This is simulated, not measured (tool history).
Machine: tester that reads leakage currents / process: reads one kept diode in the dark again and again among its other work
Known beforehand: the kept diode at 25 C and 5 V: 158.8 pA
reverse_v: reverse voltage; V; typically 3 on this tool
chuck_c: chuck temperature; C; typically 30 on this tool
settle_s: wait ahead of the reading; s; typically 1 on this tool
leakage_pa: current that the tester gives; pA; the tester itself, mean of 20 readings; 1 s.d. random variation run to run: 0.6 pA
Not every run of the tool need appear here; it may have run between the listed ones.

| run | day | reverse_v | chuck_c | settle_s | leakage_pa |
|---|---|---|---|---|---|
| 1 | 0 | 3 | 30 | 1 | 197.74 |
| 2 | 4.688 | 3 | 30 | 1 | 197.17 |
| 3 | 7.825 | 3 | 30 | 1 | 197.44 |
| 4 | 12.238 | 3 | 30 | 1 | 198.68 |
| 5 | 15.271 | 3 | 30 | 1 | 197.54 |
| 6 | 19.854 | 3 | 30 | 1 | 196.69 |
| 7 | 22.879 | 3 | 30 | 1 | 197.48 |
| 8 | 24.921 | 3 | 30 | 1 | 197.38 |
| 9 | 28.217 | 3 | 24 | 1 | 113.66 |
| 10 | 32.292 | 3 | 30 | 1 | 197.96 |
| 11 | 36.017 | 11.97 | 30 | 1 | 389.23 |
| 12 | 38.275 | 3 | 30 | 1 | 197.49 |
| 13 | 42.121 | 1.57 | 30 | 1.17 | 144.96 |
| 14 | 44.654 | 3.6 | 30 | 4.82 | 215.62 |
| 15 | 46.708 | 3.6 | 30 | 4.82 | 216.24 |
| 16 | 51.521 | 13.54 | 30 | 1 | 415.22 |
| 17 | 54.283 | 3 | 29 | 1 | 180.72 |
| 18 | 58.921 | 4.21 | 41 | 8.45 | 613.3 |
| 19 | 63.129 | 4.21 | 35 | 0.8 | 364.71 |

Expected results for the next run?
| 20 | 66.154 | 6.22 | 30 | 1.8 | ? |

{"run 20": {"leakage_pa": 281.68}}
With the hidden condition absent and the run-to-run variation left alone, this run would have shown leakage_pa 282.09 pA.
